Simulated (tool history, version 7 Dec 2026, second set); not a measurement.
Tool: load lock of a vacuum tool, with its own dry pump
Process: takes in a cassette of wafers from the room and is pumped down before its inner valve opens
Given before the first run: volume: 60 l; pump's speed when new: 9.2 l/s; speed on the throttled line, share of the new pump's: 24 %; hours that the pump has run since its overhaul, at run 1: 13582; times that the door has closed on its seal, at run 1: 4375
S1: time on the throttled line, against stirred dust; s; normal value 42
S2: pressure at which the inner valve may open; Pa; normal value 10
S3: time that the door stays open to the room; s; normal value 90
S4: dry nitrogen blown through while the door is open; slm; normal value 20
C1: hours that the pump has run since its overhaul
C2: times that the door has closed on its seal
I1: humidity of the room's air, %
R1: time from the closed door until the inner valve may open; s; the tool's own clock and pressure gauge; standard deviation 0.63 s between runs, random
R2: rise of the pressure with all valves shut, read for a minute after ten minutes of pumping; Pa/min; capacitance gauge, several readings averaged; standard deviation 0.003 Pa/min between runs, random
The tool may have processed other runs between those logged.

run 1 hour=0.0 | S1=42 S2=10 S3=90 S4=20 | C1=13582 C2=4375 | I1=46.7 | R1=101.1 R2=0.036
run 2 hour=94.0 | S1=42 S2=8 S3=90 S4=20 | C1=13676 C2=4477 | I1=46.2 | R1=103.3 R2=0.041
run 3 hour=158.5 | S1=42 S2=8 S3=90 S4=20 | C1=13740 C2=4548 | I1=50.4 | R1=103.6 R2=0.043
run 4 hour=247.3 | S1=42 S2=8 S3=90 S4=20 | C1=13829 C2=4645 | I1=44.8 | R1=104.1 R2=0.034
run 5 hour=364.7 | S1=42 S2=8 S3=90 S4=20 | C1=13946 C2=4773 | I1=45.3 | R1=103.5 R2=0.040
run 6 hour=493.8 | S1=42 S2=8 S3=90 S4=8 | C1=14075 C2=4914 | I1=42.1 | R1=103.0 R2=0.052
-- hour=626.7 dry pump taken out, an overhauled one fitted
run 7 hour=626.7 | S1=42 S2=8 S3=90 S4=8 | C1=0 C2=5052 | I1=44.3 | R1=93.6 R2=0.058
run 8 hour=729.0 | S1=42 S2=8 S3=90 S4=8 | C1=102 C2=5164 | I1=44.3 | R1=93.5 R2=0.056
run 9 hour=829.5 | S1=42 S2=8 S3=90 S4=8 | C1=203 C2=5274 | I1=45.1 | R1=93.2 R2=0.058
run 10 hour=931.0 | S1=42 S2=8 S3=90 S4=8 | C1=304 C2=5385 | I1=43.7 | R1=94.5 R2=0.052
run 11 hour=985.4 | S1=42 S2=8 S3=90 S4=8 | C1=359 C2=5444 | I1=43.4 | R1=94.1 R2=0.057
run 12 hour=1055.1 | S1=42 S2=8 S3=90 S4=8 | C1=428 C2=5520 | I1=45.8 | R1=93.7 R2=0.055
run 13 hour=1184.8 | S1=42 S2=10 S3=90 S4=20 | C1=558 C2=5662 | I1=42.7 | R1=92.7 R2=0.037
run 14 hour=1262.1 | S1=42 S2=10 S3=90 S4=20 | C1=635 C2=5746 | I1=41.6 | R1=93.1 R2=0.039
run 15 hour=1369.0 | S1=66 S2=10 S3=90 S4=20 | C1=742 C2=5863 | I1=46.3 | R1=111.2 R2=0.046
run 16 hour=1453.8 | S1=66 S2=10 S3=90 S4=20 | C1=827 C2=5955 | I1=42.5 | R1=111.7 R2=0.039
run 17 hour=1583.1 | S1=42 S2=10 S3=90 S4=21 | C1=956 C2=6097 | I1=45.9 | R1=92.7 R2=0.044
run 18 hour=1693.1 | S1=42 S2=10 S3=90 S4=21 | C1=1066 C2=6217 | I1=41.6 | R1=92.7 R2=0.041
run 19 hour=1797.4 | S1=42 S2=10 S3=90 S4=21 | C1=1171 C2=6331 | I1=48.6 | R1=91.9 R2=0.036
run 20 hour=1862.0 | S1=57 S2=10 S3=49 S4=21 | C1=1235 C2=6401 | I1=48.7 | R1=104.6 R2=0.032
run 21 hour=1960.1 | S1=58 S2=10 S3=29 S4=34 | C1=1333 C2=6508 | I1=43.4 | R1=104.2 R2=0.023
run 22 hour=2080.2 | S1=59 S2=7 S3=29 S4=39 | C1=1454 C2=6639 | I1=43.7 | R1=108.0 R2=0.026
run 23 hour=2152.0 | S1=55 S2=14 S3=43 S4=9 | C1=1525 C2=6718 | I1=43.2 | R1=100.1 R2=0.045
run 24 hour=2233.4 | S1=42 S2=10 S3=90 S4=5 | C1=1607 C2=6807 | I1=44.2 | R1=92.3 R2=0.070
run 25 hour=2289.7 | S1=45 S2=10 S3=90 S4=20 | C1=1663 C2=6868 | I1=41.5 | R1=95.5 R2=0.042
run 26 hour=2367.1 | S1=62 S2=19 S3=90 S4=20 | C1=1740 C2=6953 | I1=48.3 | R1=104.4 R2=0.041
run 27 hour=2458.8 | S1=62 S2=16 S3=90 S4=20 | C1=1832 C2=7053 | I1=45.0 | R1=105.9 R2=0.041
run 28 hour=2577.6 | S1=83 S2=10 S3=179 S4=14 | C1=1951 C2=7183 | I1=46.1 | R1=125.5 R2=0.067
run 29 hour=2647.5 | S1=83 S2=17 S3=179 S4=27 | C1=2021 C2=7259 | I1=41.3 | R1=120.2 R2=0.046
run 30 hour=2740.8 | S1=83 S2=17 S3=179 S4=27 | C1=2114 C2=7361 | I1=41.6 | R1=119.8 R2=0.047
run 31 hour=2842.7 | S1=42 S2=8 S3=79 S4=20 | C1=2216 C2=7472 | I1=47.1 | R1=95.3 R2=0.043
run 32 hour=2953.4 | S1=50 S2=11 S3=35 S4=38 | C1=2327 C2=7593 | I1=41.2 | R1=98.9 R2=0.028
run 33 hour=3025.2 | S1=50 S2=11 S3=35 S4=38 | C1=2398 C2=7671 | I1=45.3 | R1=99.3 R2=0.028
run 34 hour=3091.3 | S1=50 S2=11 S3=35 S4=38 | C1=2465 C2=7743 | I1=45.9 | R1=98.3 R2=0.028
run 35 hour=3179.6 | S1=50 S2=11 S3=79 S4=38 | C1=2553 C2=7840 | I1=47.8 | R1=99.3 R2=0.034
run 36 hour=3295.7 | S1=42 S2=10 S3=141 S4=20 | C1=2669 C2=7967 | I1=42.9 | R1=93.4 R2=0.054
run 37 hour=3394.1 | S1=42 S2=10 S3=141 S4=20 | C1=2767 C2=8074 | I1=46.2 | R1=93.8 R2=0.060
run 38 hour=3480.6 | S1=71 S2=10 S3=90 S4=20 | C1=2854 C2=8169 | I1=44.1 | R1=116.1 R2=0.046

Some steps in R1, run to run, broken into two amounts with sign: the step expected even without the hidden condition (settings, incoming material, random variation), and the rest, left for the hidden condition together with whatever gauge scatter is not in both the measured and the hidden-condition-free result:
The hidden state here: pump's speed, % of a new pump's; leak at the door's seal, Pa l/s; drift of the gauge itself on ready_s, %; drift of the gauge itself on rise_pa_min, %.
Run 1 -> 2: S2 10 -> 8. R1 +2.2 s: hidden state +0.4, all else +1.8.
Run 6 -> 7: dry pump taken out, an overhauled one fitted. R1 -9.4 s: hidden state -9.5, all else +0.1.
Run 27 -> 28: S1 62 -> 83, S2 16 -> 10, S3 90 -> 179, S4 20 -> 14. R1 +19.6 s: hidden state +0.0, all else +19.6.
Run 30 -> 31: S1 83 -> 42, S2 17 -> 8, S3 179 -> 79, S4 27 -> 20. R1 -24.5 s: hidden state +0.5, all else -25.0.
Run 37 -> 38: S1 42 -> 71, S3 141 -> 90. R1 +22.3 s: hidden state -0.1, all else +22.4.

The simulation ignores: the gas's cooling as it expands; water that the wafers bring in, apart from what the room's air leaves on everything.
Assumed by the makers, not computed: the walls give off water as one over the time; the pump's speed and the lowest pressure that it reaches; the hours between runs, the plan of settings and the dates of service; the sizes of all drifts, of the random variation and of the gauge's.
